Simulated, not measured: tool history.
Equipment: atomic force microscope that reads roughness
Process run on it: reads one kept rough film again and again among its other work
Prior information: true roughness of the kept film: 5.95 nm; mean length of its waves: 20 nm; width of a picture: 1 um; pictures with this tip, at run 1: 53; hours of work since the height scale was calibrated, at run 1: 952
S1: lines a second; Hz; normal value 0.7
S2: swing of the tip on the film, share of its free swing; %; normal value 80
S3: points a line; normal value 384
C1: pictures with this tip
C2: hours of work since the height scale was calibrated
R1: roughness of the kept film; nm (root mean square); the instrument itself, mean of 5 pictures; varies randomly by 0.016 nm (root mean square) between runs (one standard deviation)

{"run": 1, "hour": 0.0, "S1": 0.7, "S2": 80, "S3": 384, "C1": 53, "C2": 952, "R1": 3.727}
{"run": 2, "hour": 33.9, "S1": 0.7, "S2": 70, "S3": 384, "C1": 109, "C2": 976, "R1": 3.454}
{"run": 3, "hour": 58.4, "S1": 0.7, "S2": 70, "S3": 384, "C1": 149, "C2": 993, "R1": 3.28}
{"run": 4, "hour": 90.1, "S1": 0.7, "S2": 70, "S3": 384, "C1": 201, "C2": 1014, "R1": 3.045}
{"run": 5, "hour": 110.2, "S1": 0.7, "S2": 58, "S3": 384, "C1": 234, "C2": 1028, "R1": 2.947}
{"run": 6, "hour": 129.0, "S1": 0.7, "S2": 58, "S3": 384, "C1": 265, "C2": 1041, "R1": 2.874}
{"run": 7, "hour": 146.3, "S1": 0.7, "S2": 80, "S3": 384, "C1": 293, "C2": 1053, "R1": 2.683}
{"hour": 172.2, "done": "new tip fitted"}
{"run": 8, "hour": 176.9, "S1": 0.7, "S2": 80, "S3": 384, "C1": 8, "C2": 1074, "R1": 3.983}
{"run": 9, "hour": 195.1, "S1": 0.7, "S2": 80, "S3": 384, "C1": 38, "C2": 1087, "R1": 3.801}
{"run": 10, "hour": 210.2, "S1": 0.7, "S2": 80, "S3": 662, "C1": 62, "C2": 1097, "R1": 3.686}
{"run": 11, "hour": 225.8, "S1": 0.7, "S2": 80, "S3": 662, "C1": 88, "C2": 1108, "R1": 3.559}
{"run": 12, "hour": 253.7, "S1": 0.7, "S2": 80, "S3": 662, "C1": 134, "C2": 1128, "R1": 3.322}
{"run": 13, "hour": 275.2, "S1": 0.7, "S2": 80, "S3": 662, "C1": 169, "C2": 1143, "R1": 3.149}
{"run": 14, "hour": 300.4, "S1": 0.857, "S2": 80, "S3": 555, "C1": 210, "C2": 1160, "R1": 2.977}
{"run": 15, "hour": 332.8, "S1": 2.322, "S2": 80, "S3": 951, "C1": 263, "C2": 1182, "R1": 2.579}
{"run": 16, "hour": 352.6, "S1": 2.322, "S2": 86, "S3": 951, "C1": 296, "C2": 1196, "R1": 2.397}
{"run": 17, "hour": 372.7, "S1": 2.322, "S2": 86, "S3": 951, "C1": 329, "C2": 1210, "R1": 2.3}
{"hour": 376.4, "done": "new tip fitted"}
{"run": 18, "hour": 394.7, "S1": 1.386, "S2": 66, "S3": 505, "C1": 30, "C2": 1225, "R1": 3.794}
{"run": 19, "hour": 411.3, "S1": 1.386, "S2": 66, "S3": 505, "C1": 57, "C2": 1237, "R1": 3.623}
{"run": 20, "hour": 435.3, "S1": 1.386, "S2": 66, "S3": 505, "C1": 97, "C2": 1253, "R1": 3.419}
{"run": 21, "hour": 468.7, "S1": 2.821, "S2": 60, "S3": 384, "C1": 152, "C2": 1276, "R1": 3.089}
{"run": 22, "hour": 486.6, "S1": 1.054, "S2": 60, "S3": 384, "C1": 181, "C2": 1289, "R1": 3.085}
{"run": 23, "hour": 516.8, "S1": 1.054, "S2": 60, "S3": 384, "C1": 230, "C2": 1310, "R1": 2.901}
{"run": 24, "hour": 532.3, "S1": 3.925, "S2": 70, "S3": 717, "C1": 256, "C2": 1321, "R1": 2.572}
{"run": 25, "hour": 556.5, "S1": 3.925, "S2": 70, "S3": 717, "C1": 296, "C2": 1337, "R1": 2.484}

Consider 3 possible next runs. They are alternatives, not a sequence: every one starts from the tool as it was left by run 25. What does each give?
{"run": "A", "hour": 573.8, "S1": 3.925, "S2": 70, "S3": 776, "C1": 324, "C2": 1349, "R1": "?"}
{"run": "B", "hour": 573.8, "S1": 1.1, "S2": 89, "S3": 566, "C1": 324, "C2": 1349, "R1": "?"}
{"run": "C", "hour": 573.8, "S1": 3.925, "S2": 70, "S3": 437, "C1": 324, "C2": 1349, "R1": "?"}

run=A R1=2.405
run=B R1=2.461
run=C R1=2.37
With the hidden condition removed and each run's random variation left untouched, the same runs would have given:
run=A R1=3.732
run=B R1=3.817
run=C R1=3.681
